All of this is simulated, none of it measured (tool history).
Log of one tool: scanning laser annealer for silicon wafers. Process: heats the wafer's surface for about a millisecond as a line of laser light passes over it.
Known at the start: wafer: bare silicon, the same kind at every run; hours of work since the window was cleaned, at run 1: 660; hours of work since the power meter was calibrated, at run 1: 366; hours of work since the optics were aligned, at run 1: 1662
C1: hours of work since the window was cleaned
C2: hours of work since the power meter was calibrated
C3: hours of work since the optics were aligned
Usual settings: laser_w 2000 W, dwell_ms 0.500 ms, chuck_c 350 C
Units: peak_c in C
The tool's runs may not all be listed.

Run 1, hour 0.0: usual settings; C1 660; C2 366; C3 1662. Result: peak_c 1085 C.
Run 2, hour 31.4: usual settings but dwell_ms 0.438 ms; C1 679; C2 385; C3 1681. Result: peak_c 1032 C.
Run 3, hour 66.8: usual settings but dwell_ms 0.438 ms; C1 700; C2 406; C3 1702. Result: peak_c 1033 C.
At hour 105.2: optics aligned, line set to its width.
Run 4, hour 123.2: usual settings but dwell_ms 0.438 ms; C1 731; C2 437; C3 11. Result: peak_c 1045 C.
Run 5, hour 156.6: usual settings; C1 751; C2 457; C3 31. Result: peak_c 1100 C.
Run 6, hour 189.4: usual settings; C1 771; C2 477; C3 51. Result: peak_c 1101 C.
Run 7, hour 216.7: usual settings; C1 787; C2 494; C3 67. Result: peak_c 1098 C.
Run 8, hour 239.3: usual settings but chuck_c 347 C; C1 801; C2 507; C3 81. Result: peak_c 1097 C.
Run 9, hour 261.7: usual settings but chuck_c 347 C; C1 815; C2 521; C3 95. Result: peak_c 1095 C.
Run 10, hour 310.9: usual settings but chuck_c 339 C; C1 844; C2 551; C3 124. Result: peak_c 1086 C.
Run 11, hour 347.4: usual settings but chuck_c 339 C; C1 866; C2 573; C3 146. Result: peak_c 1088 C.
Run 12, hour 370.0: usual settings but chuck_c 339 C; C1 880; C2 586; C3 160. Result: peak_c 1087 C.
Run 13, hour 397.3: usual settings but chuck_c 339 C; C1 897; C2 603; C3 176. Result: peak_c 1089 C.
At hour 404.1: window over the wafer cleaned.
Run 14, hour 428.8: usual settings but chuck_c 328 C; C1 15; C2 621; C3 194. Result: peak_c 1104 C.
Run 15, hour 478.4: usual settings but laser_w 2165 W; C1 45; C2 651; C3 224. Result: peak_c 1193 C.
Run 16, hour 526.8: usual settings but laser_w 2165 W; C1 74; C2 680; C3 253. Result: peak_c 1195 C.
Run 17, hour 562.5: usual settings but laser_w 2165 W; C1 96; C2 701; C3 275. Result: peak_c 1196 C.
Run 18, hour 590.2: usual settings but laser_w 2165 W; C1 112; C2 718; C3 292. Result: peak_c 1197 C.
Run 19, hour 639.4: usual settings but laser_w 2165 W; C1 142; C2 748; C3 321. Result: peak_c 1192 C.
At hour 645.0: laser's power meter calibrated.
Run 20, hour 669.0: usual settings but laser_w 2165 W; C1 158; C2 15; C3 338. Result: peak_c 1192 C.
Run 21, hour 717.1: usual settings but laser_w 2165 W; C1 187; C2 44; C3 367. Result: peak_c 1193 C.
Run 22, hour 757.6: usual settings but dwell_ms 0.561 ms, chuck_c 339 C; C1 212; C2 68; C3 391. Result: peak_c 1162 C.
At hour 812.6: laser's power meter calibrated, once more.
Run 23, hour 814.6: usual settings but dwell_ms 0.561 ms, chuck_c 339 C; C1 244; C2 1; C3 424. Result: peak_c 1147 C.
Run 24, hour 846.1: usual settings but laser_w 1842 W, dwell_ms 0.404 ms, chuck_c 367 C; C1 263; C2 20; C3 443. Result: peak_c 975 C.
Run 25, hour 872.8: usual settings but laser_w 1842 W, dwell_ms 0.404 ms, chuck_c 367 C; C1 280; C2 36; C3 459. Result: peak_c 977 C.
Run 26, hour 900.6: usual settings but laser_w 1852 W, dwell_ms 0.591 ms, chuck_c 373 C; C1 296; C2 53; C3 476. Result: peak_c 1136 C.
Run 27, hour 940.1: usual settings but laser_w 1852 W, dwell_ms 0.591 ms, chuck_c 373 C; C1 320; C2 77; C3 499. Result: peak_c 1139 C.
Run 28, hour 979.1: usual settings but dwell_ms 0.397 ms, chuck_c 379 C; C1 344; C2 101; C3 523. Result: peak_c 1039 C.
Run 29, hour 1007.9: usual settings but dwell_ms 0.397 ms, chuck_c 379 C; C1 361; C2 118; C3 540. Result: peak_c 1038 C.
Run 30, hour 1047.6: usual settings but laser_w 2012 W, dwell_ms 0.595 ms, chuck_c 366 C; C1 385; C2 142; C3 564. Result: peak_c 1207 C.
Run 31, hour 1078.9: usual settings but laser_w 2180 W, dwell_ms 0.550 ms, chuck_c 366 C; C1 404; C2 161; C3 583. Result: peak_c 1242 C.
Run 32, hour 1101.5: usual settings but laser_w 2180 W, dwell_ms 0.550 ms, chuck_c 326 C; C1 418; C2 175; C3 597. Result: peak_c 1201 C.
Run 33, hour 1142.5: usual settings but laser_w 1760 W, dwell_ms 0.463 ms; C1 442; C2 199; C3 622. Result: peak_c 974 C.
Run 34, hour 1171.1: usual settings but laser_w 1760 W, dwell_ms 0.463 ms; C1 460; C2 217; C3 639. Result: peak_c 977 C.
Run 35, hour 1207.7: usual settings but dwell_ms 0.575 ms, chuck_c 330 C; C1 482; C2 239; C3 661. Result: peak_c 1142 C.
Run 36, hour 1230.3: usual settings but laser_w 2064 W, dwell_ms 0.531 ms, chuck_c 314 C; C1 495; C2 252; C3 675. Result: peak_c 1116 C.
Run 37, hour 1272.4: usual settings but laser_w 1862 W, chuck_c 328 C; C1 521; C2 278; C3 700. Result: peak_c 1022 C.
Run 38, hour 1322.5: usual settings but laser_w 1983 W, dwell_ms 0.473 ms, chuck_c 332 C; C1 551; C2 308; C3 731. Result: peak_c 1047 C.
Run 39, hour 1371.2: usual settings but laser_w 1983 W, dwell_ms 0.473 ms, chuck_c 332 C; C1 581; C2 337; C3 760. Result: peak_c 1050 C.
Run 40, hour 1411.9: usual settings but laser_w 1983 W, dwell_ms 0.485 ms, chuck_c 348 C; C1 605; C2 362; C3 784. Result: peak_c 1075 C.

How the hidden state differs across the entries between the runs, from the last listed run before each to the first after it:
Between runs 3 and 4: optics aligned, line set to its width (hour 105.2)
  light that passes the window, % of a clean one's: 97.34 -> 97.23; laser's true power over the reading, %: 0.65 -> 0.69; width of the line over the set one, %: 4.27 -> 0.1
  measured less the result without the state, peak_c: -31 -> -17 C
Between runs 13 and 14: window over the wafer cleaned (hour 404.1)
  light that passes the window, % of a clean one's: 96.66 -> 99.87; laser's true power over the reading, %: 0.91 -> 0.94; width of the line over the set one, %: 0.5 -> 0.55
  measured less the result without the state, peak_c: -23 -> +5 C
Between runs 19 and 20: laser's power meter calibrated (hour 645.0)
  light that passes the window, % of a clean one's: 99.43 -> 99.38; laser's true power over the reading, %: 1.1 -> 1.35; width of the line over the set one, %: 0.87 -> 0.9
  measured less the result without the state, peak_c: +1 -> +3 C
Between runs 22 and 23: laser's power meter calibrated, once more (hour 812.6)
  light that passes the window, % of a clean one's: 99.18 -> 99.07; laser's true power over the reading, %: 1.42 -> 0.01; width of the line over the set one, %: 1.03 -> 1.11
  measured less the result without the state, peak_c: +1 -> -13 C
